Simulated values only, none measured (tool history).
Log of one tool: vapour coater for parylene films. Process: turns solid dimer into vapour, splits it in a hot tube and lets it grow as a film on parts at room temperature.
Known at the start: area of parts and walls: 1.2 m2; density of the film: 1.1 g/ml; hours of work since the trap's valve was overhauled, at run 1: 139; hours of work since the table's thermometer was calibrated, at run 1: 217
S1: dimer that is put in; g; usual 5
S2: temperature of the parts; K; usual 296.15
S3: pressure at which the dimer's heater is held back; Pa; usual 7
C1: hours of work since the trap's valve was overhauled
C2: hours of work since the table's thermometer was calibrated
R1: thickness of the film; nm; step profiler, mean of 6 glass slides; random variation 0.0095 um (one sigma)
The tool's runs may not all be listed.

run	hour	S1	S2	S3	C1	C2	R1
1	0	5	296.15	7	139	217	1818
2	16.1	5	296.15	6.24	150	227	1840
3	30.8	7	296.15	6.24	159	237	2601
4	46.7	7	296.15	6.24	169	247	2610
5	63.8	7	296.15	6.24	180	258	2600
6	85.6	5	296.15	4.42	194	272	1977
7	102.2	5	296.15	2.56	205	282	2205
8	113	5	296.15	2.56	212	289	2194
9	129.6	5	294.15	2.56	222	300	2329
10	146.9	5	296.15	7	233	311	1789
11	165.1	5	296.15	7	245	323	1790
12	182.5	5	296.15	7	256	334	1792
13	195.6	5	297.15	7	264	342	1739
14	206.9	5	297.15	7	272	349	1723
15	220.7	5	296.15	7	280	358	1785
16	234.3	5	296.15	7.66	289	367	1742
17	243.6	5	296.15	7.66	295	373	1751
18	263	5	296.15	7	307	385	1768
19	277.4	5	291.15	7	317	394	2035
20	286.6	6	296.15	7	322	400	2129
21	295.4	5	299.15	7	328	406	1618
22	314.9	5	299.15	7	341	418	1621
23	329.6	5	299.15	7	350	428	1631
24	343.2	9	299.15	7	359	436	2899
25	362.7	2	299.15	7	371	449	636
26	375.5	5	296.15	7	379	457	1749
27	397.2	2	296.15	9.52	393	471	672
28	414.7	3	305.15	11.87	404	482	747
29	434.7	3	308.15	6.64	417	495	755
30	454	3	290.15	6.64	429	507	1223
31	463	2	296.15	4.36	435	513	764
32	472.4	2	305.15	8.85	441	519	515
# hour 479.1: trap's valve overhauled
33	489.8	2	305.15	8.85	7	528	560
34	501	8	299.15	2.01	14	535	3553
35	510.1	8	299.15	2.01	20	540	3534
36	532	8	296.15	7	34	555	2997
37	551.8	3	290.15	5.54	47	567	1386
38	567.7	3	290.15	6.09	57	577	1359
39	589.1	3	290.15	6.09	70	591	1340
40	607	3	296.15	3.59	82	602	1281
41	627	3	296.15	3.59	95	615	1262
42	644.9	9	300.15	3.48	106	627	3441
43	661.5	5	291.15	5.2	117	637	2244
44	678.9	3	302.15	7	128	648	954
45	693.1	5	296.15	2.84	137	657	2192
46	707.1	5	293.15	6.14	146	666	2068
47	721.4	7	293.15	5.47	155	676	2949
48	735.7	4	293.15	2.11	164	685	2019

Forecast each of these 3 alternatives for the next run:
A	751.7	7	296.15	3.15	174	695	?
B	751.7	3	292.15	10.24	174	695	?
C	751.7	5	296.15	10.31	174	695	?

run	R1
A	2993
B	1139
C	1679
Without the tool's hidden state the same runs would have given:
run	R1
A	3054
B	1162
C	1714
